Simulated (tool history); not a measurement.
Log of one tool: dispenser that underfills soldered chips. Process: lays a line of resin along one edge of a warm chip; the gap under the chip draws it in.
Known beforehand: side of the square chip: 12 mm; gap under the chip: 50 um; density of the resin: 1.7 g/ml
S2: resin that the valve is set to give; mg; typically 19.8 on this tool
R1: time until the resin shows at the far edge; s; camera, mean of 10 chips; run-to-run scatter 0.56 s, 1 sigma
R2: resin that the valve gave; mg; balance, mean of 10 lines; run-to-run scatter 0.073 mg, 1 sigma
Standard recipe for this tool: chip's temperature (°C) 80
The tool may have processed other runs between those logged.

run 1 hour=0 | chip's_temperature_(°C)=80 S2=19.8 | R1=60 R2=19.8
run 2 hour=11.5 | chip's_temperature_(°C)=80 S2=19.8 | R1=60.7 R2=19.67
run 3 hour=21 | chip's_temperature_(°C)=93 S2=19.8 | R1=39.7 R2=19.66
run 4 hour=35.1 | chip's_temperature_(°C)=93 S2=19.8 | R1=44.3 R2=19.48
run 5 hour=44.5 | chip's_temperature_(°C)=80 S2=19.8 | R1=66.1 R2=19.47
run 6 hour=62.4 | chip's_temperature_(°C)=80 S2=19.8 | R1=56.5 R2=19.29
run 7 hour=75.1 | chip's_temperature_(°C)=80 S2=19.8 | R1=61.6 R2=19.14
run 8 hour=82.7 | chip's_temperature_(°C)=80 S2=19.8 | R1=52.3 R2=19.11
run 9 hour=96.7 | chip's_temperature_(°C)=80 S2=19.8 | R1=59.2 R2=19.05
run 10 hour=112.9 | chip's_temperature_(°C)=68 S2=19.8 | R1=69.5 R2=18.87
run 11 hour=126.3 | chip's_temperature_(°C)=80 S2=19.8 | R1=52.9 R2=18.74
run 12 hour=136.7 | chip's_temperature_(°C)=80 S2=19.8 | R1=50.5 R2=19.8
run 13 hour=151.5 | chip's_temperature_(°C)=80 S2=19.8 | R1=61.3 R2=19.74
run 14 hour=163.6 | chip's_temperature_(°C)=80 S2=19.8 | R1=66.6 R2=19.65
run 15 hour=177.6 | chip's_temperature_(°C)=65 S2=24.4 | R1=77.8 R2=23.9
run 16 hour=194.7 | chip's_temperature_(°C)=87 S2=19.9 | R1=48.5 R2=19.49
run 17 hour=204.8 | chip's_temperature_(°C)=80 S2=18.9 | R1=62.5 R2=18.23
run 18 hour=221.1 | chip's_temperature_(°C)=80 S2=19.9 | R1=49.1 R2=19.08
run 19 hour=238.3 | chip's_temperature_(°C)=80 S2=19.9 | R1=64.6 R2=18.99
run 20 hour=251.6 | chip's_temperature_(°C)=85 S2=23.7 | R1=58.7 R2=22.57
run 21 hour=264.2 | chip's_temperature_(°C)=85 S2=23.7 | R1=38.7 R2=22.39
run 22 hour=276.1 | chip's_temperature_(°C)=85 S2=23.7 | R1=40.2 R2=23.61
run 23 hour=287.1 | chip's_temperature_(°C)=85 S2=23.7 | R1=39 R2=23.56
run 24 hour=295.7 | chip's_temperature_(°C)=85 S2=23.7 | R1=57.2 R2=23.42
run 25 hour=307.2 | chip's_temperature_(°C)=89 S2=16.9 | R1=35.1 R2=16.54

Not shown: 31 entries that the log had between the listed runs. Between which runs, and how does the tool's hidden state differ before and after?
Runs 1 to 2: new syringe of resin (hour 4.9)
  resin's viscosity, % of fresh resin's: 128.8 -> 133.8; dose that the valve gives, % of what is set: 100.25 -> 99.72; true chip temperature over the reading, C: 0.95 -> 0.97
  difference, measured minus the result without the unlogged condition, R1: +12 -> +14 s; R2: +0.05 -> -0.06 mg
Runs 2 to 3: new syringe of resin (hour 15.6)
  resin's viscosity, % of fresh resin's: 133.8 -> 127.2; dose that the valve gives, % of what is set: 99.72 -> 99.31; true chip temperature over the reading, C: 0.97 -> 0.98
  difference, measured minus the result without the unlogged condition, R1: +14 -> +7.4 s; R2: -0.06 -> -0.14 mg
Runs 3 to 4: new syringe of resin (hour 26.6)
  resin's viscosity, % of fresh resin's: 127.2 -> 143.7; dose that the valve gives, % of what is set: 99.31 -> 98.73; true chip temperature over the reading, C: 0.98 -> 1.01
  difference, measured minus the result without the unlogged condition, R1: +7.4 -> +12.5 s; R2: -0.14 -> -0.25 mg
Runs 4 to 5: new syringe of resin (hour 36.9)
  resin's viscosity, % of fresh resin's: 143.7 -> 140.5; dose that the valve gives, % of what is set: 98.73 -> 98.32; true chip temperature over the reading, C: 1.01 -> 1.02
  difference, measured minus the result without the unlogged condition, R1: +12.5 -> +17.5 s; R2: -0.25 -> -0.34 mg
Runs 5 to 6: new syringe of resin (hour 47.3); new syringe of resin (hour 58)
  resin's viscosity, % of fresh resin's: 140.5 -> 121.1; dose that the valve gives, % of what is set: 98.32 -> 97.58; true chip temperature over the reading, C: 1.02 -> 1.05
  difference, measured minus the result without the unlogged condition, R1: +17.5 -> +8.4 s; R2: -0.34 -> -0.48 mg
Runs 6 to 7: new syringe of resin (hour 69.2)
  resin's viscosity, % of fresh resin's: 121.1 -> 131.1; dose that the valve gives, % of what is set: 97.58 -> 97.03; true chip temperature over the reading, C: 1.05 -> 1.07
  difference, measured minus the result without the unlogged condition, R1: +8.4 -> +13 s; R2: -0.48 -> -0.58 mg
Runs 7 to 8: new syringe of resin (hour 80)
  resin's viscosity, % of fresh resin's: 131.1 -> 113.1; dose that the valve gives, % of what is set: 97.03 -> 96.7; true chip temperature over the reading, C: 1.07 -> 1.08
  difference, measured minus the result without the unlogged condition, R1: +13 -> +4.5 s; R2: -0.58 -> -0.65 mg
Runs 8 to 9: new syringe of resin (hour 90.8)
  resin's viscosity, % of fresh resin's: 113.1 -> 130.1; dose that the valve gives, % of what is set: 96.7 -> 96.07; true chip temperature over the reading, C: 1.08 -> 1.1
  difference, measured minus the result without the unlogged condition, R1: +4.5 -> +12.2 s; R2: -0.65 -> -0.78 mg
Runs 9 to 10: new syringe of resin (hour 101.9); new syringe of resin (hour 112.9)
  resin's viscosity, % of fresh resin's: 130.1 -> 100.2; dose that the valve gives, % of what is set: 96.07 -> 95.34; true chip temperature over the reading, C: 1.1 -> 1.13
  difference, measured minus the result without the unlogged condition, R1: +12.2 -> -2.3 s; R2: -0.78 -> -0.92 mg
Runs 10 to 11: new syringe of resin (hour 123.1)
  resin's viscosity, % of fresh resin's: 100.2 -> 114.5; dose that the valve gives, % of what is set: 95.34 -> 94.76; true chip temperature over the reading, C: 1.13 -> 1.15
  difference, measured minus the result without the unlogged condition, R1: -2.3 -> +5.2 s; R2: -0.92 -> -1.03 mg
Runs 11 to 12: dispensing valve cleaned and set on the balance (hour 130.5); new syringe of resin (hour 134.4)
  resin's viscosity, % of fresh resin's: 114.5 -> 109.6; dose that the valve gives, % of what is set: 94.76 -> 99.92; true chip temperature over the reading, C: 1.15 -> 1.17
  difference, measured minus the result without the unlogged condition, R1: +5.2 -> +2.6 s; R2: -1.03 -> -0.01 mg
Runs 12 to 13: new syringe of resin (hour 145.2)
  resin's viscosity, % of fresh resin's: 109.6 -> 134.4; dose that the valve gives, % of what is set: 99.92 -> 99.24; true chip temperature over the reading, C: 1.17 -> 1.19
  difference, measured minus the result without the unlogged condition, R1: +2.6 -> +13.9 s; R2: -0.01 -> -0.15 mg
Runs 13 to 14: new syringe of resin (hour 155.3)
  resin's viscosity, % of fresh resin's: 134.4 -> 144.7; dose that the valve gives, % of what is set: 99.24 -> 98.73; true chip temperature over the reading, C: 1.19 -> 1.21
  difference, measured minus the result without the unlogged condition, R1: +13.9 -> +18.8 s; R2: -0.15 -> -0.25 mg
Runs 14 to 15: new syringe of resin (hour 165.9); new syringe of resin (hour 177.1)
  resin's viscosity, % of fresh resin's: 144.7 -> 101.6; dose that the valve gives, % of what is set: 98.73 -> 98.11; true chip temperature over the reading, C: 1.21 -> 1.23
  difference, measured minus the result without the unlogged condition, R1: +18.8 -> -2.2 s; R2: -0.25 -> -0.46 mg
Runs 15 to 16: new syringe of resin (hour 188)
  resin's viscosity, % of fresh resin's: 101.6 -> 135.6; dose that the valve gives, % of what is set: 98.11 -> 97.34; true chip temperature over the reading, C: 1.23 -> 1.26
  difference, measured minus the result without the unlogged condition, R1: -2.2 -> +11.5 s; R2: -0.46 -> -0.53 mg
Runs 16 to 17: new syringe of resin (hour 198.2)
  resin's viscosity, % of fresh resin's: 135.6 -> 134.8; dose that the valve gives, % of what is set: 97.34 -> 96.91; true chip temperature over the reading, C: 1.26 -> 1.28
  difference, measured minus the result without the unlogged condition, R1: +11.5 -> +14.3 s; R2: -0.53 -> -0.58 mg
Runs 17 to 18: new syringe of resin (hour 208.7); new syringe of resin (hour 219.7)
  resin's viscosity, % of fresh resin's: 134.8 -> 108.2; dose that the valve gives, % of what is set: 96.91 -> 96.24; true chip temperature over the reading, C: 1.28 -> 1.3
  difference, measured minus the result without the unlogged condition, R1: +14.3 -> +1.9 s; R2: -0.58 -> -0.75 mg
Runs 18 to 19: new syringe of resin (hour 231)
  resin's viscosity, % of fresh resin's: 108.2 -> 138.8; dose that the valve gives, % of what is set: 96.24 -> 95.54; true chip temperature over the reading, C: 1.3 -> 1.33
  difference, measured minus the result without the unlogged condition, R1: +1.9 -> +16.3 s; R2: -0.75 -> -0.89 mg
Runs 19 to 20: new syringe of resin (hour 242.1)
  resin's viscosity, % of fresh resin's: 138.8 -> 154.6; dose that the valve gives, % of what is set: 95.54 -> 94.96; true chip temperature over the reading, C: 1.33 -> 1.35
  difference, measured minus the result without the unlogged condition, R1: +16.3 -> +19.2 s; R2: -0.89 -> -1.2 mg
Runs 20 to 21: new syringe of resin (hour 253.3); new syringe of resin (hour 263.5)
  resin's viscosity, % of fresh resin's: 154.6 -> 104.4; dose that the valve gives, % of what is set: 94.96 -> 94.44; true chip temperature over the reading, C: 1.35 -> 1.37
  difference, measured minus the result without the unlogged condition, R1: +19.2 -> +0.1 s; R2: -1.2 -> -1.32 mg
Runs 21 to 22: dispensing valve cleaned and set on the balance (hour 266.5); new syringe of resin (hour 275.5)
  resin's viscosity, % of fresh resin's: 104.4 -> 104; dose that the valve gives, % of what is set: 94.44 -> 99.78; true chip temperature over the reading, C: 1.37 -> 1.39
  difference, measured minus the result without the unlogged condition, R1: +0.1 -> -0.2 s; R2: -1.32 -> -0.05 mg
Runs 22 to 23: new syringe of resin (hour 286.6)
  resin's viscosity, % of fresh resin's: 104 -> 101.2; dose that the valve gives, % of what is set: 99.78 -> 99.33; true chip temperature over the reading, C: 1.39 -> 1.41
  difference, measured minus the result without the unlogged condition, R1: -0.2 -> -1.3 s; R2: -0.05 -> -0.16 mg
Runs 24 to 25: new syringe of resin (hour 296.9); new syringe of resin (hour 307)
  resin's viscosity, % of fresh resin's: 148.2 -> 99.8; dose that the valve gives, % of what is set: 98.94 -> 98.43; true chip temperature over the reading, C: 1.42 -> 1.44
  difference, measured minus the result without the unlogged condition, R1: +16.8 -> -1.6 s; R2: -0.25 -> -0.26 mg
